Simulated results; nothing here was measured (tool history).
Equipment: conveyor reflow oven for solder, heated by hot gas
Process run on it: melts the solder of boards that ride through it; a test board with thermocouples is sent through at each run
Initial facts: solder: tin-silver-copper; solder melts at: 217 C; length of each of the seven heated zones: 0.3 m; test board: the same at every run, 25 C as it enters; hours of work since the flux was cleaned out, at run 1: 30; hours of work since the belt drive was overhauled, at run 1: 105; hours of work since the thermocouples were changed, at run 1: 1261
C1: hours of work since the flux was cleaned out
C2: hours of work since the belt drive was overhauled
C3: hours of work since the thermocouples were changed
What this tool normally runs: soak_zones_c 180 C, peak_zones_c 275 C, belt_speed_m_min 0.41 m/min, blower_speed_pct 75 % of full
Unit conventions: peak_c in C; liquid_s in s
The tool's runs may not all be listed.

Run 1, day 0: usual settings; C1 30; C2 105; C3 1261. Result: peak_c 260.5 C, liquid_s 74.5 s.
At day 1.15: thermocouples of zones 6 and 7 changed.
Run 2, day 3.892: usual settings but soak_zones_c 173 C; C1 99; C2 174; C3 50. Result: peak_c 256 C, liquid_s 67.3 s.
Run 3, day 7.446: usual settings but soak_zones_c 173 C, peak_zones_c 271 C; C1 164; C2 239; C3 114. Result: peak_c 252.3 C, liquid_s 64.6 s.
Run 4, day 10.779: usual settings but soak_zones_c 173 C, peak_zones_c 271 C; C1 224; C2 299; C3 175. Result: peak_c 252.2 C, liquid_s 64.1 s.
Run 5, day 13.371: usual settings but soak_zones_c 173 C, peak_zones_c 271 C; C1 271; C2 346; C3 222. Result: peak_c 251.4 C, liquid_s 64.8 s.
At day 15.346: flux residue cleaned out of gas plates and filters.
Run 6, day 15.346: usual settings but soak_zones_c 173 C, peak_zones_c 271 C, blower_speed_pct 51 % of full; C1 0; C2 379; C3 254. Result: peak_c 244.3 C, liquid_s 53.4 s.
Run 7, day 19.65: usual settings; C1 78; C2 457; C3 332. Result: peak_c 258.7 C, liquid_s 73 s.
Run 8, day 23.571: usual settings; C1 150; C2 528; C3 404. Result: peak_c 258.3 C, liquid_s 72.2 s.
Run 9, day 25.729: usual settings; C1 189; C2 567; C3 443. Result: peak_c 258.5 C, liquid_s 73.5 s.
Run 10, day 28.917: usual settings; C1 247; C2 625; C3 501. Result: peak_c 259 C, liquid_s 73.9 s.
Run 11, day 31.104: usual settings; C1 286; C2 665; C3 541. Result: peak_c 258.2 C, liquid_s 72.4 s.
At day 32.329: flux residue cleaned out of gas plates and filters.
Run 12, day 34.642: usual settings but soak_zones_c 173 C, peak_zones_c 274 C, belt_speed_m_min 0.416 m/min; C1 42; C2 725; C3 601. Result: peak_c 256.7 C, liquid_s 69.5 s.
Run 13, day 37.508: usual settings but peak_zones_c 271 C, belt_speed_m_min 0.447 m/min, blower_speed_pct 58 % of full; C1 94; C2 777; C3 653. Result: peak_c 246.7 C, liquid_s 55.1 s.
Run 14, day 41.829: usual settings but peak_zones_c 271 C, belt_speed_m_min 0.447 m/min, blower_speed_pct 58 % of full; C1 173; C2 856; C3 732. Result: peak_c 246.7 C, liquid_s 54.9 s.
Run 15, day 46.012: usual settings but peak_zones_c 271 C, belt_speed_m_min 0.447 m/min, blower_speed_pct 58 % of full; C1 249; C2 932; C3 808. Result: peak_c 246.5 C, liquid_s 54.7 s.
At day 49.333: flux residue cleaned out of gas plates and filters.
Run 16, day 50.242: usual settings but soak_zones_c 169 C, peak_zones_c 272 C, belt_speed_m_min 0.387 m/min, blower_speed_pct 53 % of full; C1 17; C2 1005; C3 881. Result: peak_c 250.1 C, liquid_s 64.4 s.
Run 17, day 54.15: usual settings but soak_zones_c 171 C, peak_zones_c 284 C, belt_speed_m_min 0.38 m/min, blower_speed_pct 78 % of full; C1 88; C2 1076; C3 952. Result: peak_c 271.5 C, liquid_s 85.4 s.
Run 18, day 57.717: usual settings but soak_zones_c 185 C, peak_zones_c 284 C, belt_speed_m_min 0.38 m/min, blower_speed_pct 68 % of full; C1 152; C2 1141; C3 1017. Result: peak_c 269.7 C, liquid_s 89.4 s.
Run 19, day 60.054: usual settings but soak_zones_c 185 C, peak_zones_c 282 C, belt_speed_m_min 0.38 m/min, blower_speed_pct 65 % of full; C1 195; C2 1183; C3 1059. Result: peak_c 267.4 C, liquid_s 88.4 s.

What if the next run were any one of these 4? Each begins from the tool's condition after run 19:
At day 63.208: belt drive overhauled, speed set with a stopwatch.
Run A, day 64.142: usual settings but soak_zones_c 168 C, peak_zones_c 281 C, blower_speed_pct 73 % of full; C1 266; C2 17; C3 1130. Result: peak_c ?, liquid_s ?.
At day 63.208: belt drive overhauled, speed set with a stopwatch.
Run B, day 64.142: usual settings but soak_zones_c 167 C, peak_zones_c 282 C, belt_speed_m_min 0.38 m/min, blower_speed_pct 65 % of full; C1 266; C2 17; C3 1130. Result: peak_c ?, liquid_s ?.
At day 63.208: belt drive overhauled, speed set with a stopwatch.
Run C, day 64.142: usual settings but soak_zones_c 185 C, peak_zones_c 282 C, belt_speed_m_min 0.484 m/min, blower_speed_pct 65 % of full; C1 266; C2 17; C3 1130. Result: peak_c ?, liquid_s ?.
At day 63.208: belt drive overhauled, speed set with a stopwatch.
Run D, day 64.142: usual settings but soak_zones_c 185 C, peak_zones_c 276 C, belt_speed_m_min 0.38 m/min, blower_speed_pct 65 % of full; C1 266; C2 17; C3 1130. Result: peak_c ?, liquid_s ?.

run  peak_c  liquid_s
  A     261      70.4
  B   262.7      74.4
  C   255.3      58.2
  D   261.7      81.9
Stripped of hidden state, with their random variation kept, the same runs would have yielded:
run  peak_c  liquid_s
  A   259.6      69.6
  B     261      73.4
  C   254.2      57.8
  D   259.6      80.8
